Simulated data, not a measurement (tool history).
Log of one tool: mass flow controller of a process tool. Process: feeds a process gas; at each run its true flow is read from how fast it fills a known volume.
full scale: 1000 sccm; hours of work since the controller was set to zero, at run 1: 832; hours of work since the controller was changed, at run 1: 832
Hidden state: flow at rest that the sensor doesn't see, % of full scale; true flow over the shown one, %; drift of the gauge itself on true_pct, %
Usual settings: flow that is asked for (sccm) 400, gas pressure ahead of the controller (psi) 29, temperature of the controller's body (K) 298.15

run	hour	flow that is asked for (sccm)	gas pressure ahead of the controller (psi)	temperature of the controller's body (K)	hours of work since the controller was set to zero	hours of work since the controller was changed	true flow (%)
1	0	400	29	298.15	832	832	99.21
2	241.7	400	29	298.15	968	968	99.1
3	503.2	246	29	298.15	1114	1114	99.12
4	699.3	400	29	310.15	1225	1225	99.86
5	839.6	464	29	310.15	1303	1303	99.8
6	1088.5	400	29	298.15	1443	1443	99.47
7	1308	400	29	298.15	1566	1566	99.63
8	1499.9	400	29	298.15	1674	1674	99.58
9	1739	400	29	296.15	1808	1808	99.61
10	1947.4	400	29	294.15	1925	1925	99.74
11	2098.3	400	26.3	298.15	2010	2010	99.71
12	2291.3	400	26.3	298.15	2119	2119	99.79
13	2589.6	400	26.3	294.15	2286	2286	99.83
14	2849.1	400	29	298.15	2432	2432	100.03
15	2986.7	400	33.6	298.15	2509	2509	100.39
16	3202.8	400	33.6	298.15	2630	2630	100.48
17	3500.2	400	33.6	298.15	2797	2797	100.41
18	3691.3	400	33.6	298.15	2905	2905	100.63
19	3883.1	400	33.6	298.15	3012	3012	100.52
20	4016.9	400	33.6	298.15	3088	3088	100.61
21	4292.5	400	33.6	298.15	3242	3242	100.64
22	4467.1	400	33.6	298.15	3340	3340	100.74
23	4606.7	400	33.6	298.15	3419	3419	100.78
24	4837.2	400	33.6	298.15	3548	3548	100.85
25	4975.2	430	32.5	298.15	3626	3626	101.02
26	5206.9	430	22.3	297.15	3756	3756	100.5
27	5434.6	430	22.3	297.15	3884	3884	100.6
28	5730.1	592	22.3	297.15	4050	4050	100.82
29	6008	115	25.2	302.15	4206	4206	100.68
30	6214.1	400	29	294.15	4321	4321	100.92
31	6369.1	394	39.5	298.15	4408	4408	101.48
32	6523.2	400	30.3	307.15	4495	4495	101.51
# hour 6636.3: controller's zero set anew
33	6735.1	400	30.3	307.15	55	4614	101.56
34	6994.5	120	33.5	307.15	201	4759	101.44
35	7123.7	351	32.8	299.15	274	4832	101.46
36	7381	486	21.9	299.15	418	4976	101.33
37	7654.6	515	21.9	299.15	572	5130	101.4
38	7796.6	515	35.5	310.15	652	5210	102.54
39	8060.5	171	29	296.15	800	5358	101.04
# hour 8244.1: gauge calibrated
40	8258.5	361	36.3	300.15	911	5469	99.48
41	8416.7	250	29	298.15	1000	5558	98.96
42	8665.5	400	29	308.15	1139	5698	99.6
43	8940.3	400	29	308.15	1294	5852	99.79
44	9180.6	400	29	308.15	1429	5987	99.73
45	9323.5	157	23.6	301.15	1509	6067	99.03
46	9581	400	23.9	307.15	1654	6212	99.77
47	9806.1	131	23.1	301.15	1780	6338	99.22
48	10031.8	119	28.7	302.15	1907	6465	99.5

3 ways to go on from here, each from the tool as it stands after run 48. What would each give?
A	10207	119	29	298.15	2005	6563	?
B	10207	283	29	298.15	2005	6563	?
C	10207	683	33.6	311.15	2005	6563	?

run	true flow (%)
A	99.31
B	99.65
C	100.84
Without the tool's hidden state the same runs would have given:
run	true flow (%)
A	98.69
B	99.05
C	100.23
